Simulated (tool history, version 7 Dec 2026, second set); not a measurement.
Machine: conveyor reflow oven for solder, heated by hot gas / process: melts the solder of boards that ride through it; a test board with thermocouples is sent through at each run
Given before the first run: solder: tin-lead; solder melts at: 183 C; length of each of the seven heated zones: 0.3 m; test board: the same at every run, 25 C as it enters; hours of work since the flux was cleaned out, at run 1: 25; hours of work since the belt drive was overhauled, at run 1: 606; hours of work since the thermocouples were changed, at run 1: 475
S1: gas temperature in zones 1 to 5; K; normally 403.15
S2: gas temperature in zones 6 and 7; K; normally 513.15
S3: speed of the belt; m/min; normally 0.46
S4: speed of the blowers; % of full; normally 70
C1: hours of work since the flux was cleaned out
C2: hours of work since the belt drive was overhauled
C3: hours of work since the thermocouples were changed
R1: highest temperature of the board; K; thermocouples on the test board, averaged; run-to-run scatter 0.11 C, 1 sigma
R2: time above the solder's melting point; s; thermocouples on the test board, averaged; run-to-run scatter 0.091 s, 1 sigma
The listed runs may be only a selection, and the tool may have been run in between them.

run   hour      S1      S2     S3  S4   C1    C2   C3      R1     R2
  1      0  403.15  513.15   0.46  70   25   606  475  495.45  60.39
  2   44.9  403.15  504.15   0.46  70   47   628  497  487.45  54.27
  3   89.1  403.15  513.15   0.46  70   68   650  518  494.95  60.05
     109.7  -- thermocouples of zones 6 and 7 changed
  4  117.8  403.15  513.15   0.46  70   81   662    4  493.65  59.11
  5  161.2  403.15  513.15   0.46  70  102   683   25  493.55  58.91
  6  195.6  403.15  513.15   0.46  70  119   700   42  493.55  58.85
  7  221.5  403.15  513.15   0.46  70  131   712   54  493.55  58.72
  8  254.3  403.15  513.15   0.46  70  147   728   70  493.35  58.57
  9  285.6  403.15  509.15   0.46  70  162   743   85  489.95   55.9
     294.1  -- flux residue cleaned out of gas plates and filters
 10  314.9  403.15  509.15   0.46  70   10   755   97  488.45  54.44
 11  359.4  403.15  509.15   0.46  70   32   777  118  488.15  54.21
 12  398.9  403.15  509.15   0.46  70   51   796  137  487.85  54.27
     406.5  -- flux residue cleaned out of gas plates and filters, once more
 13  431.5  403.15  509.15   0.46  70   12   809  151  491.55  57.84
 14  476.2  403.15  510.15   0.46  70   34   831  172  492.45  58.29
 15    516  403.15  513.15  0.549  70   53   850  191  487.95  44.83
 16  551.7  403.15  513.15  0.549  70   70   867  209  487.65  44.66
 17  584.3  403.15  501.15  0.545  70   86   883  224  478.15  36.49
 18  627.7  388.15  523.15  0.513  70  107   904  245  495.15  49.71
 19  651.6  388.15  527.15  0.513  70  118   915  257  498.35  51.79
 20  674.2  405.15  507.15   0.48  70  129   926  268  488.05  52.83
 21  717.3  405.15  507.15   0.48  70  150   947  289  487.85  52.43
 22    760  403.15  526.15  0.375  70  171   968  309  512.55  87.49
     775.7  -- flux residue cleaned out of gas plates and filters
 23  798.5  403.15  526.15  0.375  70   11   984  325  513.95  88.45
 24  836.3  403.15  526.15  0.375  70   29  1002  344  513.75  88.27
 25    857  405.15  526.15  0.375  70   39  1012  354  514.05  88.88
 26  893.3  403.15  520.15  0.451  70   57  1030  371  501.85  66.63
 27    918  403.15  520.15  0.451  54   69  1042  383  497.95  63.52
 28  957.4  412.15  520.15  0.487  54   88  1061  402  496.65   60.5
 29  977.6  390.15  514.15  0.517  62   97  1070  412  485.95  42.67

Describe how what the log doesn't record of the tool's condition differs between the last listed run preceding each entry between runs and the first listed run following it.
In the gap between runs 3 and 4: thermocouples of zones 6 and 7 changed (hour 109.7)
  heat that the gas passes to the board, % of a clean oven's: 97.4 -> 97; belt's true speed, % of the reading: 98.38 -> 98.35; true gas temperature in zones 6 and 7 over the reading, C: 1.59 -> 0.17
  measured less the result without the state, R1: +1.2 -> -0.1 K; R2: +1.8 -> +0.82 s
In the gap between runs 9 and 10: flux residue cleaned out of gas plates and filters (hour 294.1)
  heat that the gas passes to the board, % of a clean oven's: 93.9 -> 89.5; belt's true speed, % of the reading: 98.17 -> 98.14; true gas temperature in zones 6 and 7 over the reading, C: 0.45 -> 0.49
  measured less the result without the state, R1: -0.7 -> -2.1 K; R2: +0.18 -> -1.25 s
In the gap between runs 12 and 13: flux residue cleaned out of gas plates and filters, once more (hour 406.5)
  heat that the gas passes to the board, % of a clean oven's: 88.1 -> 99.5; belt's true speed, % of the reading: 98.05 -> 98.02; true gas temperature in zones 6 and 7 over the reading, C: 0.63 -> 0.68
  measured less the result without the state, R1: -2.5 -> +1.1 K; R2: -1.55 -> +2.13 s
In the gap between runs 22 and 23: flux residue cleaned out of gas plates and filters (hour 775.7)
  heat that the gas passes to the board, % of a clean oven's: 93.4 -> 98.4; belt's true speed, % of the reading: 97.66 -> 97.62; true gas temperature in zones 6 and 7 over the reading, C: 1.22 -> 1.27
  measured less the result without the state, R1: +0.1 -> +1.6 K; R2: +2.12 -> +2.94 s

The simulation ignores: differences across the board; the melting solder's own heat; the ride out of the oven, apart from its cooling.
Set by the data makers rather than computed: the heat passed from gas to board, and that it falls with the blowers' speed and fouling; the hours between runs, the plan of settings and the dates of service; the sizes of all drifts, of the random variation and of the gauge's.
